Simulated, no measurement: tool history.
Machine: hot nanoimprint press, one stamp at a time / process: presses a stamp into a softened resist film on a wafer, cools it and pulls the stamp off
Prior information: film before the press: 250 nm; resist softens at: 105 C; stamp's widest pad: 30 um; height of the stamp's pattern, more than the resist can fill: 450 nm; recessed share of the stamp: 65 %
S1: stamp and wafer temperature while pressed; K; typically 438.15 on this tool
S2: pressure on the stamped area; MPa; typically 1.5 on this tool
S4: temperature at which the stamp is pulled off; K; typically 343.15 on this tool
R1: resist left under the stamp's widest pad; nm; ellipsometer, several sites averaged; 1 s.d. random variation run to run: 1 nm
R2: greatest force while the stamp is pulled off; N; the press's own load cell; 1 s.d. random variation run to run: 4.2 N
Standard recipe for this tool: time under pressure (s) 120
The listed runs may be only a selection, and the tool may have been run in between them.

{"run": 1, "day": 0.0, "S1": 438.15, "S2": 1.5, "time under pressure (s)": 120, "S4": 343.15, "R1": 145.8, "R2": 197}
{"run": 2, "day": 1.029, "S1": 438.15, "S2": 1.5, "time under pressure (s)": 120, "S4": 343.15, "R1": 144.6, "R2": 206}
{"run": 3, "day": 2.25, "S1": 438.15, "S2": 1.5, "time under pressure (s)": 120, "S4": 343.15, "R1": 146.8, "R2": 214}
{"run": 4, "day": 2.846, "S1": 438.15, "S2": 1.5, "time under pressure (s)": 120, "S4": 343.15, "R1": 147, "R2": 202}
{"run": 5, "day": 3.471, "S1": 438.15, "S2": 1.5, "time under pressure (s)": 120, "S4": 343.15, "R1": 146.7, "R2": 201}
{"run": 6, "day": 4.796, "S1": 438.15, "S2": 1.5, "time under pressure (s)": 197, "S4": 343.15, "R1": 122.2, "R2": 205}
{"run": 7, "day": 5.354, "S1": 438.15, "S2": 1.5, "time under pressure (s)": 197, "S4": 343.15, "R1": 122.9, "R2": 200}
{"run": 8, "day": 6.379, "S1": 438.15, "S2": 1.5, "time under pressure (s)": 197, "S4": 349.15, "R1": 123, "R2": 169}
{"run": 9, "day": 7.471, "S1": 438.15, "S2": 1.5, "time under pressure (s)": 197, "S4": 349.15, "R1": 124.6, "R2": 173}
{"run": 10, "day": 8.533, "S1": 438.15, "S2": 0.96, "time under pressure (s)": 120, "S4": 343.15, "R1": 167.6, "R2": 205}
{"run": 11, "day": 9.85, "S1": 438.15, "S2": 0.96, "time under pressure (s)": 120, "S4": 343.15, "R1": 169.8, "R2": 210}
{"run": 12, "day": 10.754, "S1": 438.15, "S2": 0.96, "time under pressure (s)": 120, "S4": 343.15, "R1": 167.6, "R2": 197}
{"run": 13, "day": 11.604, "S1": 438.15, "S2": 0.96, "time under pressure (s)": 120, "S4": 343.15, "R1": 168.1, "R2": 202}
{"run": 14, "day": 12.512, "S1": 438.15, "S2": 0.96, "time under pressure (s)": 120, "S4": 343.15, "R1": 168.9, "R2": 196}
{"run": 15, "day": 13.904, "S1": 438.15, "S2": 1.78, "time under pressure (s)": 96, "S4": 343.15, "R1": 147.4, "R2": 204}
{"run": 16, "day": 14.708, "S1": 438.15, "S2": 1.78, "time under pressure (s)": 96, "S4": 343.15, "R1": 149, "R2": 197}
{"run": 17, "day": 15.683, "S1": 435.15, "S2": 1.56, "time under pressure (s)": 96, "S4": 343.15, "R1": 173, "R2": 197}
{"run": 18, "day": 16.638, "S1": 428.15, "S2": 1.82, "time under pressure (s)": 120, "S4": 349.15, "R1": 201.8, "R2": 167}
{"run": 19, "day": 17.312, "S1": 438.15, "S2": 1.46, "time under pressure (s)": 196, "S4": 343.15, "R1": 123.2, "R2": 203}
{"run": 20, "day": 18.662, "S1": 438.15, "S2": 1.46, "time under pressure (s)": 196, "S4": 343.15, "R1": 124.7, "R2": 202}
{"run": 21, "day": 19.954, "S1": 441.15, "S2": 1.5, "time under pressure (s)": 120, "S4": 348.15, "R1": 126.9, "R2": 174}
{"run": 22, "day": 20.846, "S1": 438.15, "S2": 2.4, "time under pressure (s)": 95, "S4": 347.15, "R1": 133.2, "R2": 182}
{"run": 23, "day": 21.625, "S1": 438.15, "S2": 1.76, "time under pressure (s)": 165, "S4": 347.15, "R1": 122.8, "R2": 178}
{"run": 24, "day": 22.221, "S1": 430.15, "S2": 1.02, "time under pressure (s)": 215, "S4": 343.15, "R1": 191.9, "R2": 208}
{"run": 25, "day": 23.592, "S1": 430.15, "S2": 1.02, "time under pressure (s)": 215, "S4": 343.15, "R1": 191, "R2": 199}
{"run": 26, "day": 24.412, "S1": 433.15, "S2": 1.5, "time under pressure (s)": 120, "S4": 343.15, "R1": 178.2, "R2": 202}
{"run": 27, "day": 25.867, "S1": 436.15, "S2": 1.5, "time under pressure (s)": 120, "S4": 341.15, "R1": 158.6, "R2": 209}
{"run": 28, "day": 26.688, "S1": 445.15, "S2": 2.29, "time under pressure (s)": 120, "S4": 330.15, "R1": 87.7, "R2": 268}

Put back what was entered between runs (6 entries, withheld): which listed runs does each sit between, and how does the hidden state differ from the listed run before to the listed run after?
Between runs 7 and 8: stamp cleaned and given a new release coat (day 6.046)
  true temperature over the reading, C: -0.05 -> -0.06; pressure that arrives at the usual setting, %: 99.91 -> 99.9; grip of the stamp's worn release coat, % over a new coat's: 0.7 -> 0
Between runs 9 and 10: plate thermocouple calibrated (day 8.033)
  true temperature over the reading, C: -0.06 -> 0; pressure that arrives at the usual setting, %: 99.9 -> 99.89; grip of the stamp's worn release coat, % over a new coat's: 0.2 -> 0.3
Between runs 14 and 15: stamp cleaned and given a new release coat (day 12.871)
  true temperature over the reading, C: -0.02 -> -0.03; grip of the stamp's worn release coat, % over a new coat's: 0.7 -> 0.1
Between runs 20 and 21: stamp cleaned and given a new release coat (day 19.567)
  grip of the stamp's worn release coat, % over a new coat's: 0.7 -> 0
Between runs 26 and 27: plate thermocouple calibrated (day 24.929)
  true temperature over the reading, C: -0.08 -> -0.01; pressure that arrives at the usual setting, %: 99.79 -> 99.78; grip of the stamp's worn release coat, % over a new coat's: 0.6 -> 0.7
Between runs 27 and 28: stamp cleaned and given a new release coat (day 26.317)
  grip of the stamp's worn release coat, % over a new coat's: 0.7 -> 0
